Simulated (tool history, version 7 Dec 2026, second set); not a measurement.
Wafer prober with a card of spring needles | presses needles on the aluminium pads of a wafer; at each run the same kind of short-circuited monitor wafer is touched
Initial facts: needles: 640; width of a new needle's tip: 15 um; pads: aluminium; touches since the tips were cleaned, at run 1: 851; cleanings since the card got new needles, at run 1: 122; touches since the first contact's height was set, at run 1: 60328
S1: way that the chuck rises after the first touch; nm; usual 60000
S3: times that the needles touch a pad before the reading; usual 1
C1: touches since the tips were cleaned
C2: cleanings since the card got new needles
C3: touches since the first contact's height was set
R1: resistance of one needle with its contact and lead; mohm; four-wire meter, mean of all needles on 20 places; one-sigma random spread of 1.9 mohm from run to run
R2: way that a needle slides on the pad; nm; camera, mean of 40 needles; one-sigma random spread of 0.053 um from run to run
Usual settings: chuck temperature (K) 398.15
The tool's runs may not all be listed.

{"run": 1, "hour": 0.0, "S1": 60000, "chuck temperature (K)": 398.15, "S3": 1, "C1": 851, "C2": 122, "C3": 60328, "R1": 200, "R2": 11800}
{"hour": 11.0, "done": "tips cleaned on abrasive film"}
{"hour": 22.0, "done": "tips cleaned on abrasive film"}
{"run": 2, "hour": 25.5, "S1": 46000, "chuck temperature (K)": 398.15, "S3": 1, "C1": 1435, "C2": 124, "C3": 70741, "R1": 206, "R2": 9150}
{"hour": 33.7, "done": "tips cleaned on abrasive film"}
{"hour": 46.9, "done": "tips cleaned on abrasive film"}
{"hour": 59.9, "done": "tips cleaned on abrasive film"}
{"run": 3, "hour": 66.0, "S1": 58000, "chuck temperature (K)": 398.15, "S3": 1, "C1": 2542, "C2": 127, "C3": 87338, "R1": 202, "R2": 11440}
{"hour": 71.3, "done": "tips cleaned on abrasive film"}
{"hour": 84.5, "done": "tips cleaned on abrasive film"}
{"hour": 98.3, "done": "tips cleaned on abrasive film"}
{"run": 4, "hour": 102.0, "S1": 58000, "chuck temperature (K)": 398.15, "S3": 1, "C1": 1524, "C2": 130, "C3": 102014, "R1": 205, "R2": 11380}
{"hour": 109.4, "done": "tips cleaned on abrasive film"}
{"hour": 121.9, "done": "tips cleaned on abrasive film"}
{"hour": 135.6, "done": "tips cleaned on abrasive film"}
{"run": 5, "hour": 137.3, "S1": 58000, "chuck temperature (K)": 398.15, "S3": 1, "C1": 698, "C2": 133, "C3": 116461, "R1": 202, "R2": 11470}
{"hour": 147.6, "done": "tips cleaned on abrasive film"}
{"run": 6, "hour": 156.7, "S1": 58000, "chuck temperature (K)": 398.15, "S3": 1, "C1": 3765, "C2": 134, "C3": 124405, "R1": 201, "R2": 11420}
{"hour": 159.2, "done": "tips cleaned on abrasive film"}
{"hour": 172.3, "done": "tips cleaned on abrasive film"}
{"hour": 185.9, "done": "tips cleaned on abrasive film"}
{"run": 7, "hour": 189.0, "S1": 58000, "chuck temperature (K)": 398.15, "S3": 1, "C1": 1257, "C2": 137, "C3": 137580, "R1": 203, "R2": 11440}
{"hour": 199.5, "done": "tips cleaned on abrasive film"}
{"hour": 212.4, "done": "tips cleaned on abrasive film"}
{"run": 8, "hour": 216.7, "S1": 58000, "chuck temperature (K)": 398.15, "S3": 1, "C1": 1791, "C2": 139, "C3": 148938, "R1": 201, "R2": 11440}
{"hour": 224.2, "done": "tips cleaned on abrasive film"}
{"hour": 237.8, "done": "tips cleaned on abrasive film"}
{"hour": 250.5, "done": "tips cleaned on abrasive film"}
{"hour": 263.1, "done": "tips cleaned on abrasive film"}
{"run": 9, "hour": 263.1, "S1": 58000, "chuck temperature (K)": 398.15, "S3": 1, "C1": 0, "C2": 143, "C3": 167887, "R1": 200, "R2": 11470}
{"hour": 276.0, "done": "tips cleaned on abrasive film"}
{"hour": 287.4, "done": "tips cleaned on abrasive film"}
{"run": 10, "hour": 287.4, "S1": 58000, "chuck temperature (K)": 398.15, "S3": 1, "C1": 0, "C2": 145, "C3": 177832, "R1": 203, "R2": 11370}
{"hour": 298.4, "done": "tips cleaned on abrasive film"}
{"hour": 306.7, "done": "height of the first contact set anew"}
{"hour": 311.4, "done": "tips cleaned on abrasive film"}
{"run": 11, "hour": 311.4, "S1": 58000, "chuck temperature (K)": 398.15, "S3": 1, "C1": 0, "C2": 147, "C3": 1896, "R1": 202, "R2": 11440}
{"hour": 324.8, "done": "tips cleaned on abrasive film"}
{"run": 12, "hour": 332.3, "S1": 58000, "chuck temperature (K)": 398.15, "S3": 1, "C1": 3084, "C2": 148, "C3": 10463, "R1": 204, "R2": 11390}
{"hour": 337.8, "done": "tips cleaned on abrasive film"}
{"hour": 350.8, "done": "tips cleaned on abrasive film"}
{"run": 13, "hour": 354.4, "S1": 58000, "chuck temperature (K)": 398.15, "S3": 1, "C1": 1468, "C2": 150, "C3": 19503, "R1": 204, "R2": 11400}
{"hour": 362.2, "done": "tips cleaned on abrasive film"}
{"hour": 375.8, "done": "tips cleaned on abrasive film"}
{"run": 14, "hour": 383.5, "S1": 58000, "chuck temperature (K)": 398.15, "S3": 1, "C1": 3176, "C2": 152, "C3": 31434, "R1": 203, "R2": 11420}
{"hour": 389.1, "done": "tips cleaned on abrasive film"}
{"hour": 402.1, "done": "tips cleaned on abrasive film"}
{"hour": 413.4, "done": "tips cleaned on abrasive film"}
{"run": 15, "hour": 413.4, "S1": 58000, "chuck temperature (K)": 398.15, "S3": 1, "C1": 0, "C2": 155, "C3": 43599, "R1": 202, "R2": 11410}
{"hour": 426.4, "done": "tips cleaned on abrasive film"}
{"hour": 437.4, "done": "tips cleaned on abrasive film"}
{"run": 16, "hour": 442.2, "S1": 79000, "chuck temperature (K)": 325.15, "S3": 2, "C1": 2001, "C2": 157, "C3": 55400, "R1": 182, "R2": 15510}
{"hour": 450.5, "done": "tips cleaned on abrasive film"}
{"hour": 463.9, "done": "tips cleaned on abrasive film"}
{"hour": 475.9, "done": "tips cleaned on abrasive film"}
{"hour": 486.9, "done": "tips cleaned on abrasive film"}
{"run": 17, "hour": 487.3, "S1": 79000, "chuck temperature (K)": 372.15, "S3": 2, "C1": 155, "C2": 161, "C3": 73810, "R1": 191, "R2": 15560}
{"hour": 498.0, "done": "tips cleaned on abrasive film"}
{"hour": 509.6, "done": "tips cleaned on abrasive film"}
{"hour": 522.5, "done": "tips cleaned on abrasive film"}
{"run": 18, "hour": 530.8, "S1": 46000, "chuck temperature (K)": 398.15, "S3": 1, "C1": 3432, "C2": 164, "C3": 91638, "R1": 206, "R2": 9120}
{"hour": 535.9, "done": "tips cleaned on abrasive film"}
{"hour": 549.6, "done": "tips cleaned on abrasive film"}
{"run": 19, "hour": 553.6, "S1": 66000, "chuck temperature (K)": 315.15, "S3": 2, "C1": 1673, "C2": 166, "C3": 100940, "R1": 181, "R2": 12920}
{"hour": 561.3, "done": "tips cleaned on abrasive film"}
{"hour": 574.4, "done": "tips cleaned on abrasive film"}
{"hour": 587.5, "done": "tips cleaned on abrasive film"}
{"run": 20, "hour": 587.5, "S1": 66000, "chuck temperature (K)": 398.15, "S3": 1, "C1": 0, "C2": 169, "C3": 114773, "R1": 197, "R2": 13090}
{"hour": 600.2, "done": "tips cleaned on abrasive film"}
{"hour": 613.4, "done": "tips cleaned on abrasive film"}
{"run": 21, "hour": 622.3, "S1": 62000, "chuck temperature (K)": 342.15, "S3": 2, "C1": 3649, "C2": 171, "C3": 129035, "R1": 189, "R2": 12220}
{"hour": 627.0, "done": "tips cleaned on abrasive film"}
{"hour": 640.4, "done": "tips cleaned on abrasive film"}
{"hour": 652.7, "done": "tips cleaned on abrasive film"}
{"hour": 665.8, "done": "tips cleaned on abrasive film"}
{"run": 22, "hour": 667.1, "S1": 62000, "chuck temperature (K)": 309.15, "S3": 2, "C1": 503, "C2": 175, "C3": 147318, "R1": 178, "R2": 12270}
{"hour": 677.9, "done": "tips cleaned on abrasive film"}
{"hour": 691.0, "done": "tips cleaned on abrasive film"}
{"hour": 703.7, "done": "tips cleaned on abrasive film"}
{"run": 23, "hour": 704.9, "S1": 62000, "chuck temperature (K)": 309.15, "S3": 2, "C1": 501, "C2": 178, "C3": 162801, "R1": 185, "R2": 12140}
{"hour": 715.3, "done": "tips cleaned on abrasive film"}
{"hour": 726.4, "done": "tips cleaned on abrasive film"}
{"run": 24, "hour": 736.5, "S1": 60000, "chuck temperature (K)": 398.15, "S3": 2, "C1": 4157, "C2": 180, "C3": 175718, "R1": 201, "R2": 11890}
{"hour": 739.1, "done": "tips cleaned on abrasive film"}
{"hour": 751.9, "done": "tips cleaned on abrasive film"}
{"hour": 760.2, "done": "height of the first contact set anew"}
{"hour": 765.6, "done": "tips cleaned on abrasive film"}
{"run": 25, "hour": 769.6, "S1": 60000, "chuck temperature (K)": 398.15, "S3": 2, "C1": 1667, "C2": 183, "C3": 3835, "R1": 196, "R2": 11790}
{"hour": 777.5, "done": "tips cleaned on abrasive film"}
{"hour": 790.1, "done": "tips cleaned on abrasive film"}
{"run": 26, "hour": 796.2, "S1": 43000, "chuck temperature (K)": 331.15, "S3": 2, "C1": 2523, "C2": 185, "C3": 14717, "R1": 189, "R2": 8460}
{"hour": 801.8, "done": "tips cleaned on abrasive film"}
{"hour": 815.4, "done": "tips cleaned on abrasive film"}
{"hour": 826.4, "done": "tips cleaned on abrasive film"}
{"hour": 839.0, "done": "tips cleaned on abrasive film"}
{"run": 27, "hour": 839.7, "S1": 43000, "chuck temperature (K)": 331.15, "S3": 2, "C1": 298, "C2": 189, "C3": 32465, "R1": 195, "R2": 8480}
{"hour": 850.1, "done": "tips cleaned on abrasive film"}
{"hour": 862.7, "done": "tips cleaned on abrasive film"}
{"run": 28, "hour": 863.5, "S1": 43000, "chuck temperature (K)": 309.15, "S3": 2, "C1": 333, "C2": 191, "C3": 42199, "R1": 187, "R2": 8410}

Forecast each of these 3 alternatives for the next run:
{"hour": 876.2, "done": "tips cleaned on abrasive film"}
{"hour": 887.8, "done": "tips cleaned on abrasive film"}
{"run": "A", "hour": 887.8, "S1": 43000, "chuck temperature (K)": 309.15, "S3": 3, "C1": 0, "C2": 193, "C3": 52105, "R1": "?", "R2": "?"}
{"hour": 876.2, "done": "tips cleaned on abrasive film"}
{"hour": 887.8, "done": "tips cleaned on abrasive film"}
{"run": "B", "hour": 887.8, "S1": 60000, "chuck temperature (K)": 398.15, "S3": 3, "C1": 0, "C2": 193, "C3": 52105, "R1": "?", "R2": "?"}
{"hour": 876.2, "done": "tips cleaned on abrasive film"}
{"hour": 887.8, "done": "tips cleaned on abrasive film"}
{"run": "C", "hour": 887.8, "S1": 43000, "chuck temperature (K)": 361.15, "S3": 2, "C1": 0, "C2": 193, "C3": 52105, "R1": "?", "R2": "?"}

run=A R1=187 R2=8540
run=B R1=202 R2=11750
run=C R1=200 R2=8450
Stripped of hidden state, with their random variation kept, the same runs would have yielded:
run=A R1=187 R2=8540
run=B R1=202 R2=11750
run=C R1=200 R2=8450
